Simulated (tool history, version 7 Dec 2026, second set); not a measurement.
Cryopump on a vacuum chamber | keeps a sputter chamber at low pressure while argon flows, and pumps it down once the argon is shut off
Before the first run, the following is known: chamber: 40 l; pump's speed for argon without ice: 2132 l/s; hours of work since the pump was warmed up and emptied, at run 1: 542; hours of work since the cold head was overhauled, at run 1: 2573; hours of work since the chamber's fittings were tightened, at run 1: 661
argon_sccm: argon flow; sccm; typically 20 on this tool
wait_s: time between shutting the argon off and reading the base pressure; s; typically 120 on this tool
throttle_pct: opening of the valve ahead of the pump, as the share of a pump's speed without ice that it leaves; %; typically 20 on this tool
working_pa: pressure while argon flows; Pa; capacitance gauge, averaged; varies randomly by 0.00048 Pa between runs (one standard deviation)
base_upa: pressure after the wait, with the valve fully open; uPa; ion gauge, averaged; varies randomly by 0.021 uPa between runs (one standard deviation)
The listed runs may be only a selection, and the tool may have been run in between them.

run      day  argon_sccm  wait_s  throttle_pct  hours of work since the pump was warmed up and emptied  hours of work since the cold head was overhauled  hours of work since the chamber's fittings were tightened  working_pa  base_upa
  1    0.000          20     120            20                                                     542                                              2573                                                        661      0.0845      1.26
  2    3.171          20     120            20                                                     607                                              2637                                                        726      0.0868      1.45
       4.188  -- pump warmed up, emptied and cooled again
  3    7.433          20     120            20                                                      66                                              2720                                                        808      0.0806      1.21
  4    9.583          20     120            20                                                     110                                              2764                                                        852      0.0814      1.26
  5   13.250          20     120            20                                                     184                                              2838                                                        927      0.0811      1.37
  6   16.238          20     120            20                                                     245                                              2899                                                        988      0.0817      1.51
  7   20.329          20     120            20                                                     329                                              2982                                                       1071      0.0829      1.60
  8   24.604          20     120            20                                                     416                                              3069                                                       1158      0.0839      1.84
  9   26.692          20     120            20                                                     458                                              3112                                                       1200      0.0840      1.93
 10   30.042          20     120            20                                                     526                                              3180                                                       1268      0.0855      2.12
 11   33.579          20     120            20                                                     598                                              3252                                                       1340      0.0867      2.34
      35.092  -- pump warmed up, emptied and cooled again
 12   37.408          20     120            20                                                      47                                              3326                                                       1414      0.0801      1.82
 13   40.525          20     120            17                                                     111                                              3389                                                       1478      0.0955      1.97
 14   44.858          20     120            17                                                     199                                              3477                                                       1566      0.0953      2.19
      46.633  -- leaking fittings of the chamber tightened, without venting
 15   48.167          20     153            20                                                     264                                              3543                                                         31      0.0817      0.36
 16   52.367          10     153            20                                                     350                                              3628                                                        117      0.0415      0.52
 17   56.333          20     217            20                                                     431                                              3709                                                        197      0.0848      0.54
 18   59.112          32     120            18                                                     487                                              3766                                                        254      0.1492      0.71
 19   63.567          23      28            18                                                     578                                              3856                                                        345      0.1099      1.56
      66.133  -- pump warmed up, emptied and cooled again
 20   68.017          23      28            18                                                      38                                              3943                                                        431      0.1029      1.48
 21   72.038          23      29            38                                                     120                                              4025                                                        513      0.0500      1.54
 22   75.621          20      48            20                                                     193                                              4098                                                        586      0.0811      1.37
 23   79.475          20      48            20                                                     272                                              4176                                                        664      0.0825      1.46
 24   82.654          20      48            20                                                     336                                              4241                                                        729      0.0834      1.59
 25   85.475          20      60            20                                                     394                                              4298                                                        786      0.0835      1.59
 26   88.271          11     131            20                                                     451                                              4355                                                        843      0.0463      1.48
 27   91.458          24     218            58                                                     515                                              4420                                                        908      0.0402      1.51
 28   95.588          24     218            58                                                     599                                              4504                                                        992      0.0419      1.72
      97.142  -- pump warmed up, emptied and cooled again
 29   98.954          20     223            27                                                      37                                              4568                                                       1056      0.0597      1.44
 30  101.146          20     223            27                                                      81                                              4613                                                       1101      0.0603      1.41
 31  104.408          20     176            19                                                     148                                              4679                                                       1167      0.0858      1.67
 32  107.942          20     176            19                                                     220                                              4751                                                       1239      0.0862      1.82
 33  112.171          31     120            20                                                     306                                              4837                                                       1325      0.1294      2.03

Entry by entry between the runs, the difference in hidden state between the last listed run before and the first listed run after:
From run 2 to run 3: pump warmed up, emptied and cooled again (day 4.188)
  pump's speed, % of a pump's without ice: 71.4 -> 97.1; cold plate's temperature, K: 13.62 -> 13.66; leak into the chamber, uPa l/s: 1806 -> 1976
  measured minus no-state result, working_pa: +0.0071 -> +0.0011 Pa; base_upa: +1.07 -> +0.84 uPa
From run 11 to run 12: pump warmed up, emptied and cooled again (day 35.092)
  pump's speed, % of a pump's without ice: 72.9 -> 97.9; cold plate's temperature, K: 13.98 -> 14.02; leak into the chamber, uPa l/s: 3110 -> 3264
  measured minus no-state result, working_pa: +0.0068 -> +0.0010 Pa; base_upa: +1.97 -> +1.46 uPa
From run 14 to run 15: leaking fittings of the chamber tightened, without venting (day 46.633)
  pump's speed, % of a pump's without ice: 90.9 -> 87.7; cold plate's temperature, K: 14.11 -> 14.15; leak into the chamber, uPa l/s: 3594 -> 375
  measured minus no-state result, working_pa: +0.0024 -> +0.0030 Pa; base_upa: +1.84 -> +0.07 uPa
From run 19 to run 20: pump warmed up, emptied and cooled again (day 66.133)
  pump's speed, % of a pump's without ice: 73.7 -> 97.8; cold plate's temperature, K: 14.34 -> 14.39; leak into the chamber, uPa l/s: 999 -> 1183
  measured minus no-state result, working_pa: +0.0078 -> +0.0014 Pa; base_upa: +0.52 -> +0.45 uPa
From run 28 to run 29: pump warmed up, emptied and cooled again (day 97.142)
  pump's speed, % of a pump's without ice: 72.3 -> 97.5; cold plate's temperature, K: 14.73 -> 14.76; leak into the chamber, uPa l/s: 2361 -> 2495
  measured minus no-state result, working_pa: +0.0088 -> +0.0013 Pa; base_upa: +1.49 -> +1.16 uPa
